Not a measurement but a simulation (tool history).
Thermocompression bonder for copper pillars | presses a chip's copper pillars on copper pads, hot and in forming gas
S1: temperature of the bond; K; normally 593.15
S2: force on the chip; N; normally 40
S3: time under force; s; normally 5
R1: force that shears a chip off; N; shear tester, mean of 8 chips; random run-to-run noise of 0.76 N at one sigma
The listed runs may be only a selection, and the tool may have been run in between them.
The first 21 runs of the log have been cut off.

run 22 hour=1192.6 | S1=621.15 S2=31 S3=14 | R1=78.1
-- hour=1226.5 heater calibrated with a thermocouple chip, once more
run 23 hour=1242.4 | S1=621.15 S2=31 S3=14 | R1=76.9
run 24 hour=1277.0 | S1=621.15 S2=25 S3=3 | R1=45.4
run 25 hour=1332.5 | S1=621.15 S2=25 S3=3 | R1=45.5
run 26 hour=1409.6 | S1=621.15 S2=49 S3=5 | R1=70.4
run 27 hour=1470.4 | S1=621.15 S2=49 S3=8 | R1=77.8
run 28 hour=1548.7 | S1=621.15 S2=49 S3=8 | R1=77.1
run 29 hour=1609.5 | S1=585.15 S2=40 S3=10 | R1=57.1
run 30 hour=1684.9 | S1=585.15 S2=40 S3=10 | R1=56.2
run 31 hour=1718.3 | S1=585.15 S2=40 S3=10 | R1=56.2
run 32 hour=1763.6 | S1=603.15 S2=40 S3=5 | R1=54.6
-- hour=1801.7 force cell calibrated
run 33 hour=1807.8 | S1=603.15 S2=40 S3=5 | R1=57.0
-- hour=1818.8 forming gas filter changed
run 34 hour=1843.0 | S1=584.15 S2=40 S3=5 | R1=52.1
run 35 hour=1922.2 | S1=584.15 S2=40 S3=5 | R1=50.6
run 36 hour=1986.0 | S1=607.15 S2=40 S3=9 | R1=72.1
run 37 hour=2045.0 | S1=585.15 S2=40 S3=9 | R1=60.2
run 38 hour=2111.3 | S1=585.15 S2=40 S3=9 | R1=59.8
run 39 hour=2146.4 | S1=585.15 S2=40 S3=9 | R1=60.5

Consider 3 possible next runs. They are alternatives, not a sequence: every one starts from the tool as it was left by run 39. What does each give?
run A hour=2224.1 | S1=615.15 S2=40 S3=5 | R1=?
run B hour=2224.1 | S1=603.15 S2=28 S3=4 | R1=?
run C hour=2224.1 | S1=585.15 S2=40 S3=5 | R1=?

run=A R1=66.3
run=B R1=45.8
run=C R1=50.3
The same runs, with their run-to-run variation unchanged, on a tool lacking any hidden condition would have given:
run=A R1=69.9
run=B R1=48.1
run=C R1=52.8

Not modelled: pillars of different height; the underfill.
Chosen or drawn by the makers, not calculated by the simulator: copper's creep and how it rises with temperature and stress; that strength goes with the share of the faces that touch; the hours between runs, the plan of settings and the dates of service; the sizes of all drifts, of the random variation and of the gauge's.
